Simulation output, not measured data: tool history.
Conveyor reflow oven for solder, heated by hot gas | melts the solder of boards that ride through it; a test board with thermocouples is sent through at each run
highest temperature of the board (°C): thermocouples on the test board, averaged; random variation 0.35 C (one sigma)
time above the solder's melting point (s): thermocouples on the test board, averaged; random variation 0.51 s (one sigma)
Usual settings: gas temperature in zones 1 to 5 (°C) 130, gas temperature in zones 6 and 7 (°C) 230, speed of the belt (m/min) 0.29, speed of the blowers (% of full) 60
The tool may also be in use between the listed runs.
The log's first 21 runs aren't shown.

| run | day | gas temperature in zones 1 to 5 (°C) | gas temperature in zones 6 and 7 (°C) | speed of the belt (m/min) | speed of the blowers (% of full) | highest temperature of the board (°C) | time above the solder's melting point (s) |
|---|---|---|---|---|---|---|---|
| 22 | 22.812 | 130 | 235 | 0.265 | 60 | 214.5 | 95.5 |
|  | 23.712 | belt drive overhauled, speed set with a stopwatch, once more |
| 23 | 24.375 | 138 | 235 | 0.243 | 77 | 221.6 | 119.5 |
| 24 | 25.625 | 138 | 235 | 0.243 | 77 | 221.4 | 121 |
| 25 | 27.033 | 138 | 236 | 0.329 | 58 | 207.7 | 67.3 |
| 26 | 28.475 | 132 | 243 | 0.235 | 60 | 225 | 123.8 |
| 27 | 29.483 | 132 | 243 | 0.235 | 60 | 225.3 | 122.8 |
| 28 | 31.075 | 132 | 243 | 0.235 | 60 | 225.1 | 123.8 |
| 29 | 32.521 | 134 | 243 | 0.235 | 63 | 225.4 | 124.5 |
| 30 | 33.571 | 130 | 230 | 0.29 | 55 | 204.1 | 65.3 |

5 ways to go on from here, each from the tool as it stands after run 30. What would each give?
| A | 34.667 | 130 | 221 | 0.321 | 81 | ? | ? |
| B | 34.667 | 130 | 231 | 0.267 | 56 | ? | ? |
| C | 34.667 | 138 | 223 | 0.268 | 60 | ? | ? |
| D | 34.667 | 133 | 230 | 0.29 | 81 | ? | ? |
| E | 34.667 | 130 | 230 | 0.272 | 60 | ? | ? |

| run | highest temperature of the board (°C) | time above the solder's melting point (s) |
|---|---|---|
| A | 200.6 | 56.7 |
| B | 208.1 | 81 |
| C | 203.8 | 77.9 |
| D | 212.3 | 85.8 |
| E | 208 | 79.9 |
Without the tool's hidden state the same runs would have given:
| run | highest temperature of the board (°C) | time above the solder's melting point (s) |
|---|---|---|
| A | 206.4 | 67.2 |
| B | 213.5 | 90.3 |
| C | 209.1 | 88.2 |
| D | 218.1 | 93.5 |
| E | 213.5 | 89.2 |
